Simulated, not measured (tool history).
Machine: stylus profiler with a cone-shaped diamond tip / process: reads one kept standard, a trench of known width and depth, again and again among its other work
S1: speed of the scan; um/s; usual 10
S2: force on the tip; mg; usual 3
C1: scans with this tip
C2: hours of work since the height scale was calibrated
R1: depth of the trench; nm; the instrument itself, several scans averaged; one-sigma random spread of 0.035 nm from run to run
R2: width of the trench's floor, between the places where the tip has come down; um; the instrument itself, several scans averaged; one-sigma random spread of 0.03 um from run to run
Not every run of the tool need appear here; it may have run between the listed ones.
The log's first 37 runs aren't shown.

run     day  S1    S2    C1   C2      R1     R2
 38  57.512  10     8  3328  319  102.69  48.21
 39  58.508  10     8  3529  338  102.68  48.21
 40  60.117  12   2.9  3851  369  101.42  48.12
 41  61.792  11  3.08  4186  401  101.55  48.09
 42  63.083  11  2.39  4445  426  101.34  48.07
 43  64.362  16   5.4  4702  450   102.1  48.11
 44  66.412   6  2.42  5113  490  101.32   48.1
 45  68.538   4     3  5539  531  101.49  48.08
 46  70.275  27   5.2  5887  564  102.12  47.89
 47  72.054   5   5.2  6244  598  102.12  47.94

3 ways to go on from here, each from the tool as it stands after run 47. What would each give?
  A  73.796  20     3  6593  632   ?   ?
  B  73.796  30   1.5  6593  632   ?   ?
  C  73.796  10  2.27  6593  632   ?   ?

run      R1     R2
  A  101.53  47.88
  B  101.09  47.75
  C   101.3  47.92
Stripped of hidden state, with their random variation kept, the same runs would have yielded:
run      R1     R2
  A  101.33   48.5
  B   100.9  48.37
  C   101.1  48.54
